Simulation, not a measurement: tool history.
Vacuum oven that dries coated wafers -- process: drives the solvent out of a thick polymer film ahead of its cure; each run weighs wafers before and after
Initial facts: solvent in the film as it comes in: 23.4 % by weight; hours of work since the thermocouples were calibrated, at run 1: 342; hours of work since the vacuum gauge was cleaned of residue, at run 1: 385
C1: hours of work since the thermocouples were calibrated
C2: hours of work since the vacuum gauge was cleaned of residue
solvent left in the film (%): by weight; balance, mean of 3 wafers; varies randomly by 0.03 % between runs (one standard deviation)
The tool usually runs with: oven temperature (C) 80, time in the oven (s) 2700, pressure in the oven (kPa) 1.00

{"run": 1, "hour": 0.0, "oven temperature (C)": 80, "time in the oven (s)": 2700, "pressure in the oven (kPa)": 1.0, "C1": 342, "C2": 385, "solvent left in the film (%)": 1.7}
{"run": 2, "hour": 61.8, "oven temperature (C)": 80, "time in the oven (s)": 2700, "pressure in the oven (kPa)": 1.0, "C1": 367, "C2": 410, "solvent left in the film (%)": 1.62}
{"run": 3, "hour": 104.2, "oven temperature (C)": 80, "time in the oven (s)": 2700, "pressure in the oven (kPa)": 1.0, "C1": 385, "C2": 427, "solvent left in the film (%)": 1.68}
{"run": 4, "hour": 145.6, "oven temperature (C)": 80, "time in the oven (s)": 2700, "pressure in the oven (kPa)": 1.0, "C1": 402, "C2": 444, "solvent left in the film (%)": 1.69}
{"run": 5, "hour": 205.8, "oven temperature (C)": 80, "time in the oven (s)": 2700, "pressure in the oven (kPa)": 1.0, "C1": 426, "C2": 469, "solvent left in the film (%)": 1.71}
{"run": 6, "hour": 266.1, "oven temperature (C)": 80, "time in the oven (s)": 2700, "pressure in the oven (kPa)": 3.92, "C1": 451, "C2": 494, "solvent left in the film (%)": 2.8}
{"run": 7, "hour": 295.3, "oven temperature (C)": 80, "time in the oven (s)": 2700, "pressure in the oven (kPa)": 3.04, "C1": 463, "C2": 506, "solvent left in the film (%)": 2.45}
{"run": 8, "hour": 342.8, "oven temperature (C)": 80, "time in the oven (s)": 2700, "pressure in the oven (kPa)": 3.04, "C1": 483, "C2": 525, "solvent left in the film (%)": 2.39}
{"run": 9, "hour": 383.2, "oven temperature (C)": 80, "time in the oven (s)": 2700, "pressure in the oven (kPa)": 3.04, "C1": 499, "C2": 542, "solvent left in the film (%)": 2.47}
{"run": 10, "hour": 414.8, "oven temperature (C)": 80, "time in the oven (s)": 2700, "pressure in the oven (kPa)": 3.04, "C1": 512, "C2": 555, "solvent left in the film (%)": 2.43}
{"run": 11, "hour": 445.7, "oven temperature (C)": 80, "time in the oven (s)": 2700, "pressure in the oven (kPa)": 3.04, "C1": 525, "C2": 568, "solvent left in the film (%)": 2.42}
{"run": 12, "hour": 504.0, "oven temperature (C)": 80, "time in the oven (s)": 2700, "pressure in the oven (kPa)": 1.6, "C1": 549, "C2": 592, "solvent left in the film (%)": 1.93}
{"run": 13, "hour": 531.3, "oven temperature (C)": 80, "time in the oven (s)": 2700, "pressure in the oven (kPa)": 1.6, "C1": 560, "C2": 603, "solvent left in the film (%)": 1.97}
{"hour": 538.6, "done": "oven's thermocouples calibrated"}
{"run": 14, "hour": 577.0, "oven temperature (C)": 80, "time in the oven (s)": 2700, "pressure in the oven (kPa)": 1.6, "C1": 16, "C2": 621, "solvent left in the film (%)": 1.96}
{"run": 15, "hour": 622.2, "oven temperature (C)": 89, "time in the oven (s)": 1740, "pressure in the oven (kPa)": 0.91, "C1": 34, "C2": 639, "solvent left in the film (%)": 1.51}
{"run": 16, "hour": 651.9, "oven temperature (C)": 89, "time in the oven (s)": 1740, "pressure in the oven (kPa)": 0.91, "C1": 47, "C2": 652, "solvent left in the film (%)": 1.52}
{"run": 17, "hour": 703.1, "oven temperature (C)": 89, "time in the oven (s)": 1740, "pressure in the oven (kPa)": 1.04, "C1": 68, "C2": 673, "solvent left in the film (%)": 1.53}
{"hour": 736.0, "done": "oven's thermocouples calibrated, once more"}
{"run": 18, "hour": 751.5, "oven temperature (C)": 89, "time in the oven (s)": 2940, "pressure in the oven (kPa)": 1.0, "C1": 6, "C2": 692, "solvent left in the film (%)": 0.45}
{"run": 19, "hour": 816.0, "oven temperature (C)": 76, "time in the oven (s)": 3300, "pressure in the oven (kPa)": 0.75, "C1": 33, "C2": 718, "solvent left in the film (%)": 1.62}
{"run": 20, "hour": 878.9, "oven temperature (C)": 76, "time in the oven (s)": 1500, "pressure in the oven (kPa)": 3.03, "C1": 59, "C2": 744, "solvent left in the film (%)": 6.55}
{"run": 21, "hour": 932.1, "oven temperature (C)": 76, "time in the oven (s)": 1500, "pressure in the oven (kPa)": 3.03, "C1": 81, "C2": 766, "solvent left in the film (%)": 6.55}
{"run": 22, "hour": 966.6, "oven temperature (C)": 84, "time in the oven (s)": 2700, "pressure in the oven (kPa)": 2.45, "C1": 95, "C2": 780, "solvent left in the film (%)": 1.43}
{"run": 23, "hour": 1003.5, "oven temperature (C)": 84, "time in the oven (s)": 2700, "pressure in the oven (kPa)": 2.45, "C1": 110, "C2": 795, "solvent left in the film (%)": 1.41}
{"run": 24, "hour": 1056.2, "oven temperature (C)": 72, "time in the oven (s)": 2700, "pressure in the oven (kPa)": 3.13, "C1": 132, "C2": 817, "solvent left in the film (%)": 4.66}
{"run": 25, "hour": 1107.6, "oven temperature (C)": 82, "time in the oven (s)": 3060, "pressure in the oven (kPa)": 0.75, "C1": 153, "C2": 838, "solvent left in the film (%)": 0.94}
{"run": 26, "hour": 1155.5, "oven temperature (C)": 69, "time in the oven (s)": 2220, "pressure in the oven (kPa)": 1.58, "C1": 172, "C2": 858, "solvent left in the film (%)": 6.28}
{"run": 27, "hour": 1202.8, "oven temperature (C)": 69, "time in the oven (s)": 2220, "pressure in the oven (kPa)": 1.58, "C1": 192, "C2": 877, "solvent left in the film (%)": 6.29}

Branching from run 27: 5 alternative next runs. What would each branch give?
{"run": "A", "hour": 1240.2, "oven temperature (C)": 93, "time in the oven (s)": 2220, "pressure in the oven (kPa)": 1.58, "C1": 207, "C2": 893, "solvent left in the film (%)": "?"}
{"run": "B", "hour": 1240.2, "oven temperature (C)": 70, "time in the oven (s)": 2220, "pressure in the oven (kPa)": 1.58, "C1": 207, "C2": 893, "solvent left in the film (%)": "?"}
{"run": "C", "hour": 1240.2, "oven temperature (C)": 93, "time in the oven (s)": 3180, "pressure in the oven (kPa)": 0.67, "C1": 207, "C2": 893, "solvent left in the film (%)": "?"}
{"run": "D", "hour": 1240.2, "oven temperature (C)": 76, "time in the oven (s)": 2700, "pressure in the oven (kPa)": 1.0, "C1": 207, "C2": 893, "solvent left in the film (%)": "?"}
{"run": "E", "hour": 1240.2, "oven temperature (C)": 80, "time in the oven (s)": 2040, "pressure in the oven (kPa)": 1.0, "C1": 207, "C2": 893, "solvent left in the film (%)": "?"}

run=A solvent_left_in_the_film_(%)=0.57
run=B solvent_left_in_the_film_(%)=5.93
run=C solvent_left_in_the_film_(%)=0.25
run=D solvent_left_in_the_film_(%)=2.52
run=E solvent_left_in_the_film_(%)=2.83
Without the tool's hidden state the same runs would have given:
run=A solvent_left_in_the_film_(%)=0.51
run=B solvent_left_in_the_film_(%)=5.86
run=C solvent_left_in_the_film_(%)=0.19
run=D solvent_left_in_the_film_(%)=2.44
run=E solvent_left_in_the_film_(%)=2.77
